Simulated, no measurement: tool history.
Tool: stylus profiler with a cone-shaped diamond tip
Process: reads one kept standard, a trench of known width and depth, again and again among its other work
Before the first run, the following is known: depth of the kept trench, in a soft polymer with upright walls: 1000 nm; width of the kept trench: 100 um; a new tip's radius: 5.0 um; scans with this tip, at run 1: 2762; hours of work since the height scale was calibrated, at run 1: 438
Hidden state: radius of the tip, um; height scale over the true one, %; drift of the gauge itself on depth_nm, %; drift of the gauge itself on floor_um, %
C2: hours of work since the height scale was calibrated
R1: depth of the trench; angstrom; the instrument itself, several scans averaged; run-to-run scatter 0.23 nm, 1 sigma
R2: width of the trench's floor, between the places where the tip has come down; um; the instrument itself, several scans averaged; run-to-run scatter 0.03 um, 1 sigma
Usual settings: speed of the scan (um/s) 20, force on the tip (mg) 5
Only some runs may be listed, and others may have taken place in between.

{"run": 1, "day": 0.0, "speed of the scan (um/s)": 20, "force on the tip (mg)": 5, "scans with this tip": 2762, "C2": 438, "R1": 10096.5, "R2": 93.01}
{"run": 2, "day": 0.662, "speed of the scan (um/s)": 16, "force on the tip (mg)": 5, "scans with this tip": 2808, "C2": 446, "R1": 10101.6, "R2": 92.95}
{"run": 3, "day": 2.046, "speed of the scan (um/s)": 16, "force on the tip (mg)": 5, "scans with this tip": 2904, "C2": 461, "R1": 10101.8, "R2": 92.94}
{"run": 4, "day": 2.829, "speed of the scan (um/s)": 16, "force on the tip (mg)": 5, "scans with this tip": 2958, "C2": 470, "R1": 10101.6, "R2": 92.95}
{"run": 5, "day": 4.296, "speed of the scan (um/s)": 60, "force on the tip (mg)": 5, "scans with this tip": 3060, "C2": 486, "R1": 10097.9, "R2": 92.7}
{"run": 6, "day": 5.021, "speed of the scan (um/s)": 20, "force on the tip (mg)": 5, "scans with this tip": 3110, "C2": 494, "R1": 10099.1, "R2": 92.86}
{"run": 7, "day": 5.846, "speed of the scan (um/s)": 20, "force on the tip (mg)": 5, "scans with this tip": 3167, "C2": 503, "R1": 10094.8, "R2": 92.8}
{"run": 8, "day": 6.729, "speed of the scan (um/s)": 20, "force on the tip (mg)": 5, "scans with this tip": 3229, "C2": 513, "R1": 10096.9, "R2": 92.88}
{"run": 9, "day": 7.371, "speed of the scan (um/s)": 20, "force on the tip (mg)": 5, "scans with this tip": 3273, "C2": 520, "R1": 10098.9, "R2": 92.79}
{"day": 7.504, "done": "height scale calibrated on a step standard"}
{"run": 10, "day": 8.583, "speed of the scan (um/s)": 20, "force on the tip (mg)": 5, "scans with this tip": 3356, "C2": 12, "R1": 10092.8, "R2": 92.81}
{"run": 11, "day": 9.758, "speed of the scan (um/s)": 20, "force on the tip (mg)": 5, "scans with this tip": 3438, "C2": 25, "R1": 10093, "R2": 92.73}
{"run": 12, "day": 10.771, "speed of the scan (um/s)": 20, "force on the tip (mg)": 5, "scans with this tip": 3508, "C2": 36, "R1": 10092.5, "R2": 92.67}
{"run": 13, "day": 12.029, "speed of the scan (um/s)": 20, "force on the tip (mg)": 5, "scans with this tip": 3595, "C2": 50, "R1": 10096.4, "R2": 92.73}
{"day": 12.45, "done": "height scale calibrated on a step standard, once more"}
{"run": 14, "day": 12.654, "speed of the scan (um/s)": 20, "force on the tip (mg)": 1.82, "scans with this tip": 3637, "C2": 2, "R1": 10058, "R2": 92.68}
{"run": 15, "day": 14.0, "speed of the scan (um/s)": 20, "force on the tip (mg)": 1.82, "scans with this tip": 3731, "C2": 17, "R1": 10052.6, "R2": 92.63}
{"run": 16, "day": 14.612, "speed of the scan (um/s)": 20, "force on the tip (mg)": 9.12, "scans with this tip": 3773, "C2": 24, "R1": 10159.1, "R2": 92.72}
{"run": 17, "day": 15.85, "speed of the scan (um/s)": 20, "force on the tip (mg)": 9.12, "scans with this tip": 3859, "C2": 37, "R1": 10163.4, "R2": 92.69}
{"run": 18, "day": 17.146, "speed of the scan (um/s)": 9, "force on the tip (mg)": 5.08, "scans with this tip": 3949, "C2": 52, "R1": 10105.2, "R2": 92.67}
{"run": 19, "day": 17.842, "speed of the scan (um/s)": 9, "force on the tip (mg)": 5.08, "scans with this tip": 3998, "C2": 59, "R1": 10105.7, "R2": 92.62}
{"run": 20, "day": 19.242, "speed of the scan (um/s)": 14, "force on the tip (mg)": 8.7, "scans with this tip": 4095, "C2": 75, "R1": 10153.3, "R2": 92.57}
{"run": 21, "day": 20.1, "speed of the scan (um/s)": 11, "force on the tip (mg)": 4.3, "scans with this tip": 4154, "C2": 84, "R1": 10095.2, "R2": 92.59}
{"run": 22, "day": 21.167, "speed of the scan (um/s)": 11, "force on the tip (mg)": 4.3, "scans with this tip": 4228, "C2": 96, "R1": 10092, "R2": 92.59}
{"run": 23, "day": 22.204, "speed of the scan (um/s)": 36, "force on the tip (mg)": 9.71, "scans with this tip": 4300, "C2": 108, "R1": 10170.4, "R2": 92.5}
{"run": 24, "day": 23.271, "speed of the scan (um/s)": 34, "force on the tip (mg)": 10.71, "scans with this tip": 4375, "C2": 119, "R1": 10177.7, "R2": 92.51}
{"run": 25, "day": 23.929, "speed of the scan (um/s)": 38, "force on the tip (mg)": 12.67, "scans with this tip": 4420, "C2": 127, "R1": 10197.8, "R2": 92.45}
{"run": 26, "day": 24.817, "speed of the scan (um/s)": 6, "force on the tip (mg)": 3.59, "scans with this tip": 4482, "C2": 136, "R1": 10083.3, "R2": 92.48}
{"run": 27, "day": 25.429, "speed of the scan (um/s)": 6, "force on the tip (mg)": 11.91, "scans with this tip": 4524, "C2": 143, "R1": 10191.2, "R2": 92.52}
{"run": 28, "day": 26.183, "speed of the scan (um/s)": 71, "force on the tip (mg)": 6.24, "scans with this tip": 4577, "C2": 151, "R1": 10117.5, "R2": 92.28}
{"run": 29, "day": 27.104, "speed of the scan (um/s)": 71, "force on the tip (mg)": 13.09, "scans with this tip": 4641, "C2": 162, "R1": 10203.8, "R2": 92.3}
{"run": 30, "day": 28.538, "speed of the scan (um/s)": 59, "force on the tip (mg)": 2.1, "scans with this tip": 4740, "C2": 177, "R1": 10049.5, "R2": 92.1}
{"run": 31, "day": 29.35, "speed of the scan (um/s)": 20, "force on the tip (mg)": 4.1, "scans with this tip": 4797, "C2": 186, "R1": 10090.9, "R2": 92.35}

Measured result minus the same run's result without the hidden state. Both carry the same run-to-run variation, though not necessarily the same gauge scatter:
run=1 R1=-10.2 R2=-0.96
run=2 R1=-10.4 R2=-0.97
run=3 R1=-10.8 R2=-0.99
run=4 R1=-11 R2=-1.01
run=5 R1=-11.5 R2=-1.04
run=6 R1=-11.7 R2=-1.05
run=7 R1=-11.9 R2=-1.08
run=8 R1=-12.2 R2=-1.09
run=9 R1=-12.4 R2=-1.1
run=10 R1=-13.9 R2=-1.12
run=11 R1=-14.3 R2=-1.15
run=12 R1=-14.6 R2=-1.18
run=13 R1=-15 R2=-1.21
run=14 R1=-3.9 R2=-1.21
run=15 R1=-4.3 R2=-1.25
run=16 R1=-4.5 R2=-1.25
run=17 R1=-4.9 R2=-1.28
run=18 R1=-5.2 R2=-1.31
run=19 R1=-5.4 R2=-1.32
run=20 R1=-5.9 R2=-1.35
run=21 R1=-6.1 R2=-1.37
run=22 R1=-6.5 R2=-1.39
run=23 R1=-6.9 R2=-1.41
run=24 R1=-7.2 R2=-1.43
run=25 R1=-7.3 R2=-1.45
run=26 R1=-7.5 R2=-1.47
run=27 R1=-7.8 R2=-1.48
run=28 R1=-8 R2=-1.49
run=29 R1=-8.3 R2=-1.51
run=30 R1=-8.6 R2=-1.55
run=31 R1=-8.9 R2=-1.55

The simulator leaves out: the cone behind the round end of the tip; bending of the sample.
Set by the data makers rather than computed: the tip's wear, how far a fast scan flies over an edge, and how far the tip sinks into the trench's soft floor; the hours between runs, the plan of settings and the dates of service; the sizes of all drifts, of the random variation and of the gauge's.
